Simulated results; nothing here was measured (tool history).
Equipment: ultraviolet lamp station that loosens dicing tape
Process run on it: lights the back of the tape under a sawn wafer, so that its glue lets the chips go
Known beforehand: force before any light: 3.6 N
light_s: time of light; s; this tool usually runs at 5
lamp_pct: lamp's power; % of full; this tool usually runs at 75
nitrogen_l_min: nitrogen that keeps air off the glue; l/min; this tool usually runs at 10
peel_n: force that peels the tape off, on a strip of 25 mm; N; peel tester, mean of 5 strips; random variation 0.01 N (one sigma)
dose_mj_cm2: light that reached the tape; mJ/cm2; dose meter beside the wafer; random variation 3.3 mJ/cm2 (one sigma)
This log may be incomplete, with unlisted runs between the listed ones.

run 1 hour=0 | light_s=5 lamp_pct=75 nitrogen_l_min=10 | peel_n=0.553 dose_mj_cm2=453
run 2 hour=15.5 | light_s=5 lamp_pct=75 nitrogen_l_min=10 | peel_n=0.608 dose_mj_cm2=451
run 3 hour=29.6 | light_s=5 lamp_pct=75 nitrogen_l_min=10 | peel_n=0.595 dose_mj_cm2=447
run 4 hour=44.5 | light_s=5 lamp_pct=75 nitrogen_l_min=14 | peel_n=0.488 dose_mj_cm2=449
run 5 hour=64.4 | light_s=5 lamp_pct=75 nitrogen_l_min=14 | peel_n=0.477 dose_mj_cm2=444
run 6 hour=84.6 | light_s=5 lamp_pct=71 nitrogen_l_min=10 | peel_n=0.643 dose_mj_cm2=414
run 7 hour=107.9 | light_s=5 lamp_pct=75 nitrogen_l_min=4 | peel_n=1.033 dose_mj_cm2=437
run 8 hour=125 | light_s=5 lamp_pct=75 nitrogen_l_min=10 | peel_n=0.623 dose_mj_cm2=437
run 9 hour=137.3 | light_s=3 lamp_pct=75 nitrogen_l_min=10 | peel_n=1.2 dose_mj_cm2=258
run 10 hour=153.9 | light_s=5 lamp_pct=75 nitrogen_l_min=10 | peel_n=0.609 dose_mj_cm2=434
run 11 hour=168.5 | light_s=5 lamp_pct=75 nitrogen_l_min=10 | peel_n=0.626 dose_mj_cm2=428
run 12 hour=191 | light_s=5 lamp_pct=75 nitrogen_l_min=4 | peel_n=1.023 dose_mj_cm2=426
run 13 hour=206.1 | light_s=5 lamp_pct=75 nitrogen_l_min=4 | peel_n=1.058 dose_mj_cm2=418
run 14 hour=221.1 | light_s=5 lamp_pct=75 nitrogen_l_min=4 | peel_n=1.033 dose_mj_cm2=424
run 15 hour=237.6 | light_s=7 lamp_pct=75 nitrogen_l_min=10 | peel_n=0.37 dose_mj_cm2=593
run 16 hour=261.1 | light_s=6 lamp_pct=75 nitrogen_l_min=10 | peel_n=0.5 dose_mj_cm2=497
run 17 hour=287.1 | light_s=6 lamp_pct=75 nitrogen_l_min=10 | peel_n=0.511 dose_mj_cm2=499
run 18 hour=310 | light_s=6 lamp_pct=75 nitrogen_l_min=10 | peel_n=0.502 dose_mj_cm2=495
run 19 hour=332.8 | light_s=5 lamp_pct=80 nitrogen_l_min=5 | peel_n=0.908 dose_mj_cm2=438
run 20 hour=357.7 | light_s=5 lamp_pct=98 nitrogen_l_min=10 | peel_n=0.444 dose_mj_cm2=531
run 21 hour=379.6 | light_s=5 lamp_pct=67 nitrogen_l_min=4 | peel_n=1.287 dose_mj_cm2=359
-- hour=382.5 window cleaned of glue's vapour
run 22 hour=395.2 | light_s=5 lamp_pct=79 nitrogen_l_min=18 | peel_n=0.473 dose_mj_cm2=419
run 23 hour=418.3 | light_s=5 lamp_pct=79 nitrogen_l_min=18 | peel_n=0.484 dose_mj_cm2=410
run 24 hour=439.2 | light_s=3 lamp_pct=89 nitrogen_l_min=10 | peel_n=1.107 dose_mj_cm2=277
run 25 hour=450 | light_s=3 lamp_pct=81 nitrogen_l_min=5 | peel_n=1.553 dose_mj_cm2=251
run 26 hour=461.3 | light_s=5 lamp_pct=75 nitrogen_l_min=8 | peel_n=0.81 dose_mj_cm2=383
run 27 hour=476.5 | light_s=7 lamp_pct=97 nitrogen_l_min=8 | peel_n=0.331 dose_mj_cm2=696
-- hour=479.4 window cleaned of glue's vapour, once more
run 28 hour=490.8 | light_s=3 lamp_pct=74 nitrogen_l_min=5 | peel_n=1.635 dose_mj_cm2=251
run 29 hour=511.1 | light_s=9 lamp_pct=69 nitrogen_l_min=3 | peel_n=0.689 dose_mj_cm2=687
run 30 hour=535.7 | light_s=8 lamp_pct=65 nitrogen_l_min=3 | peel_n=0.851 dose_mj_cm2=570

What if the next run were any one of these 4? Each begins from the tool's condition after run 30:
run A hour=547.8 | light_s=6 lamp_pct=70 nitrogen_l_min=3 | peel_n=? dose_mj_cm2=?
run B hour=547.8 | light_s=7 lamp_pct=90 nitrogen_l_min=3 | peel_n=? dose_mj_cm2=?
run C hour=547.8 | light_s=7 lamp_pct=75 nitrogen_l_min=4 | peel_n=? dose_mj_cm2=?
run D hour=547.8 | light_s=10 lamp_pct=78 nitrogen_l_min=5 | peel_n=? dose_mj_cm2=?

run=A peel_n=1.119 dose_mj_cm2=462
run=B peel_n=0.663 dose_mj_cm2=694
run=C peel_n=0.722 dose_mj_cm2=571
run=D peel_n=0.338 dose_mj_cm2=847
The same runs, with their run-to-run variation unchanged, on a tool lacking any hidden condition would have given:
run=A peel_n=0.807 dose_mj_cm2=604
run=B peel_n=0.44 dose_mj_cm2=908
run=C peel_n=0.483 dose_mj_cm2=749
run=D peel_n=0.233 dose_mj_cm2=1109

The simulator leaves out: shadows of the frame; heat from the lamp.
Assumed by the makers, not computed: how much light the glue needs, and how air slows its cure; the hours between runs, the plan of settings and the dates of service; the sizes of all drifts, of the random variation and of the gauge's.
